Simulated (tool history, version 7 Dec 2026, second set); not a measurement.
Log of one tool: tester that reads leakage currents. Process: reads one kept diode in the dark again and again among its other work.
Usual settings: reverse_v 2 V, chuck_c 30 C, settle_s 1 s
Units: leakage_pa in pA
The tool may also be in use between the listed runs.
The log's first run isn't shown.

run	hour	reverse_v	chuck_c	settle_s	hours of work since the probe card was cleaned	hours of work since the tester was calibrated	hours of work since the chuck was calibrated	leakage_pa
2	127.6	1.19	30	1	1275	1919	480	7.33
3	273.5	2	30	1	1374	2017	578	9.89
4	387.2	2	27	1	1450	2094	655	7.56
5	505.1	2	27	1	1530	2174	735	7.61
6	627.1	2	27	1	1612	2256	817	7.59
7	732.4	2	27	7.61	1684	2327	888	7.35
# hour 811.3: chuck's temperature calibrated
8	811.3	2	27	7.61	1735	2379	0	7.43
9	939.7	2	27	7.61	1822	2466	87	7.31
10	1058.5	2	30	1	1902	2546	167	9.83
# hour 1121: tester calibrated
11	1121	2	30	1	1943	0	208	9.85
12	1201.6	2	30	1	1998	54	262	10.02
13	1288.9	2	30	1	2057	113	321	9.73
14	1374.4	2	30	1	2114	171	379	9.95
15	1456.4	2	30	1	2170	226	434	9.76
16	1535	2	46	1	2223	280	487	36.14
17	1631.2	2	30	1	2288	345	552	9.88
18	1712	2	30	1	2342	399	607	9.94
19	1824.3	2	44	1	2418	475	683	31.24
20	1931.7	2	30	0.67	2491	547	755	10.08
21	2041.2	2	30	0.67	2565	621	829	10.07
22	2128	2.74	30	1	2623	680	888	11.79
# hour 2207.2: chuck's temperature calibrated
23	2261.4	2	37	4.2	2712	769	37	17.52

The next listed run, before its measurement:
24	2391.5	10.04	30	1.84	2800	857	125	?

{"run 24": {"leakage_pa": 25.25}}
Without the tool's hidden state the same run would have given leakage_pa 25.21 pA.
